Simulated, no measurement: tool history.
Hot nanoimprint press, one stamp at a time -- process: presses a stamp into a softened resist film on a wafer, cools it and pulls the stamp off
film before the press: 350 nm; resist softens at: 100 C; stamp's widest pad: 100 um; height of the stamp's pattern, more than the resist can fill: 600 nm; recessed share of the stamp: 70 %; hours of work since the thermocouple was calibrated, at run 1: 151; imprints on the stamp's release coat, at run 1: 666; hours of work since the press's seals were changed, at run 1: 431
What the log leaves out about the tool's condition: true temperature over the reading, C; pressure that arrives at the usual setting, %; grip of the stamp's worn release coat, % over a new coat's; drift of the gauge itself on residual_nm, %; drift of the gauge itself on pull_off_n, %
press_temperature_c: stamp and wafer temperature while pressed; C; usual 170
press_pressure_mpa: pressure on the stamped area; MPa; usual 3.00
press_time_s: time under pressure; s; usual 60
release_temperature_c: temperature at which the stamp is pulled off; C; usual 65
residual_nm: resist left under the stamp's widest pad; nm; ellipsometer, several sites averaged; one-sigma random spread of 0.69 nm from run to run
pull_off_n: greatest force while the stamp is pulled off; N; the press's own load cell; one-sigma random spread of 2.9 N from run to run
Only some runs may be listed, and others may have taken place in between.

run	day	press_temperature_c	press_pressure_mpa	press_time_s	release_temperature_c	hours of work since the thermocouple was calibrated	imprints on the stamp's release coat	hours of work since the press's seals were changed	residual_nm	pull_off_n
1	0.000	170	3.00	60	65	151	666	431	145.6	137
2	1.029	170	3.00	60	65	167	735	446	145.6	138
3	2.346	166	3.00	60	65	187	824	467	176.8	140
4	3.512	170	3.00	60	65	205	902	484	145.5	139
5	4.504	170	3.00	60	65	220	969	500	145.8	136
6	6.267	170	3.00	60	65	247	1088	526	146.1	130
7	8.483	170	3.00	60	65	281	1237	560	145.7	137
8	9.738	170	3.00	60	65	300	1321	579	146.4	135
9	11.917	170	3.43	85	69	333	1468	613	118.9	133
10	14.079	170	4.14	45	56	366	1613	646	138.5	149
# day 14.992: press's hydraulic seals changed and the load cell set to zero
# day 15.821: stamp cleaned and given a new release coat
11	16.733	175	4.06	74	59	398	62	23	89.2	138
12	17.921	174	2.76	60	72	416	142	41	125.0	126
13	19.225	170	3.00	60	69	436	229	61	145.9	132
14	21.154	174	3.00	90	65	465	359	90	102.0	138

Consider 5 possible next runs. They are alternatives, not a sequence: every one starts from the tool as it was left by run 14. What does each give?
A	22.642	181	3.13	43	65	488	459	113	?	?
B	22.642	174	3.00	90	71	488	459	113	?	?
C	22.642	170	2.63	109	53	488	459	113	?	?
D	22.642	170	2.17	100	65	488	459	113	?	?
E	22.642	170	4.30	69	65	488	459	113	?	?

run	residual_nm	pull_off_n
A	96.8	137
B	102.4	127
C	125.3	154
D	142.6	138
E	114.3	134
Without the tool's hidden state the same runs would have given:
run	residual_nm	pull_off_n
A	96.6	137
B	102.2	127
C	125.1	153
D	142.3	138
E	114.0	133

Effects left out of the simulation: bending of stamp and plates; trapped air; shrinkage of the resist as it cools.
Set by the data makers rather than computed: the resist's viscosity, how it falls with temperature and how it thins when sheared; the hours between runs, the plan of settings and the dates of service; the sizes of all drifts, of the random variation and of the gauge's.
